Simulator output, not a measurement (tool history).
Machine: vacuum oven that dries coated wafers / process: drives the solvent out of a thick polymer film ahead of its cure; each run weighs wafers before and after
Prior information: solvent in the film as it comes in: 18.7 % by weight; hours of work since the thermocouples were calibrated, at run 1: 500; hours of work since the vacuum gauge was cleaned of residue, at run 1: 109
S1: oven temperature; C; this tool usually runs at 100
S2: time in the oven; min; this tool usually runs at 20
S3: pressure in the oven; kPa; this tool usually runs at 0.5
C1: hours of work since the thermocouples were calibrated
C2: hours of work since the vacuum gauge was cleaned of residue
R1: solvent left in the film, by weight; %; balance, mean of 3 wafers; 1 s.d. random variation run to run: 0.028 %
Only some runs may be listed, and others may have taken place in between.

Run 1, day 0: usual settings; C1 500; C2 109. Result: R1 0.85 %.
Run 2, day 1.529: usual settings; C1 516; C2 125. Result: R1 0.84 %.
Run 3, day 2.871: usual settings; C1 531; C2 140. Result: R1 0.83 %.
Run 4, day 5.446: usual settings; C1 559; C2 168. Result: R1 0.85 %.
Run 5, day 7.954: usual settings; C1 586; C2 195. Result: R1 0.9 %.
Run 6, day 9.379: usual settings; C1 601; C2 210. Result: R1 0.89 %.
Run 7, day 11.975: usual settings; C1 629; C2 238. Result: R1 0.82 %.
Run 8, day 15.133: usual settings but S2 26 min; C1 664; C2 272. Result: R1 0.52 %.
Run 9, day 17.254: usual settings but S2 26 min; C1 686; C2 295. Result: R1 0.51 %.
Run 10, day 19.892: usual settings but S2 26 min; C1 715; C2 324. Result: R1 0.52 %.
Run 11, day 22.054: usual settings; C1 738; C2 347. Result: R1 0.89 %.
Run 12, day 24.283: usual settings; C1 762; C2 371. Result: R1 0.85 %.
Run 13, day 27.4: usual settings but S2 12 min; C1 796; C2 405. Result: R1 2.57 %.
Run 14, day 30.446: usual settings but S2 12 min; C1 829; C2 438. Result: R1 2.55 %.
Run 15, day 31.746: usual settings but S2 12 min; C1 843; C2 452. Result: R1 2.55 %.
Run 16, day 34.312: usual settings but S2 12 min; C1 871; C2 480. Result: R1 2.54 %.
Run 17, day 36.171: usual settings but S2 12 min; C1 891; C2 500. Result: R1 2.58 %.
Run 18, day 37.867: usual settings but S2 12 min; C1 909; C2 518. Result: R1 2.61 %.
Run 19, day 40.267: usual settings; C1 935; C2 544. Result: R1 1 %.
Run 20, day 42.442: usual settings but S3 0.917 kPa; C1 959; C2 568. Result: R1 1.12 %.
Run 21, day 45.542: usual settings but S1 93 C, S2 13 min, S3 0.821 kPa; C1 992; C2 601. Result: R1 4.3 %.
Run 22, day 47.371: usual settings but S2 18 min, S3 0.365 kPa; C1 1012; C2 621. Result: R1 1.18 %.
Run 23, day 50.25: usual settings but S2 32 min, S3 0.551 kPa; C1 1043; C2 652. Result: R1 0.46 %.
Run 24, day 52.746: usual settings but S2 12 min, S3 0.551 kPa; C1 1070; C2 679. Result: R1 2.7 %.
Run 25, day 55.288: usual settings but S1 96 C, S2 22 min; C1 1098; C2 706. Result: R1 1.34 %.
Run 26, day 56.842: usual settings but S1 89 C; C1 1114; C2 723. Result: R1 3.24 %.
Run 27, day 59.267: usual settings but S1 106 C, S2 27 min, S3 0.906 kPa; C1 1141; C2 750. Result: R1 0.47 %.
Run 28, day 60.9: usual settings but S1 106 C, S2 27 min, S3 0.906 kPa; C1 1158; C2 767. Result: R1 0.48 %.
Run 29, day 62.9: usual settings but S1 112 C, S2 12 min, S3 1.424 kPa; C1 1180; C2 789. Result: R1 0.96 %.
Run 30, day 65.488: usual settings but S1 112 C, S2 12 min, S3 1.424 kPa; C1 1208; C2 817. Result: R1 0.98 %.
Run 31, day 67.846: usual settings but S3 1.399 kPa; C1 1233; C2 842. Result: R1 1.42 %.
Run 32, day 70.142: usual settings but S3 1.399 kPa; C1 1258; C2 867. Result: R1 1.45 %.
Run 33, day 71.892: usual settings but S2 31 min, S3 0.376 kPa; C1 1277; C2 886. Result: R1 0.5 %.
Run 34, day 74.675: usual settings but S2 34 min, S3 0.569 kPa; C1 1307; C2 916. Result: R1 0.45 %.
Run 35, day 76.042: usual settings but S1 107 C, S2 12 min, S3 0.447 kPa; C1 1322; C2 931. Result: R1 1.34 %.
Run 36, day 77.483: usual settings but S2 24 min, S3 1.426 kPa; C1 1338; C2 946. Result: R1 1.16 %.
Run 37, day 79.479: usual settings but S1 92 C; C1 1359; C2 968. Result: R1 2.6 %.
Run 38, day 80.888: usual settings but S1 98 C, S2 17 min; C1 1374; C2 983. Result: R1 1.9 %.
Run 39, day 82.267: usual settings but S1 98 C, S2 17 min, S3 0.282 kPa; C1 1389; C2 998. Result: R1 1.81 %.

5 ways to go on from here, each from the tool as it stands after run 39. What would each give?
Run A, day 84.371: usual settings but S1 98 C, S2 17 min, S3 1.83 kPa; C1 1412; C2 1021. Result: R1 ?.
Run B, day 84.371: usual settings but S1 113 C, S2 35 min, S3 0.898 kPa; C1 1412; C2 1021. Result: R1 ?.
Run C, day 84.371: usual settings but S2 26 min; C1 1412; C2 1021. Result: R1 ?.
Run D, day 84.371: usual settings but S1 98 C, S2 11 min, S3 0.282 kPa; C1 1412; C2 1021. Result: R1 ?.
Run E, day 84.371: usual settings but S1 96 C, S2 16 min, S3 1.35 kPa; C1 1412; C2 1021. Result: R1 ?.

run    R1
  A  2.48
  B  0.38
  C  0.74
  D  3.65
  E  2.95
With the hidden condition removed and each run's random variation left untouched, the same runs would have given:
run    R1
  A  2.01
  B  0.25
  C  0.47
  D  3.08
  E  2.42

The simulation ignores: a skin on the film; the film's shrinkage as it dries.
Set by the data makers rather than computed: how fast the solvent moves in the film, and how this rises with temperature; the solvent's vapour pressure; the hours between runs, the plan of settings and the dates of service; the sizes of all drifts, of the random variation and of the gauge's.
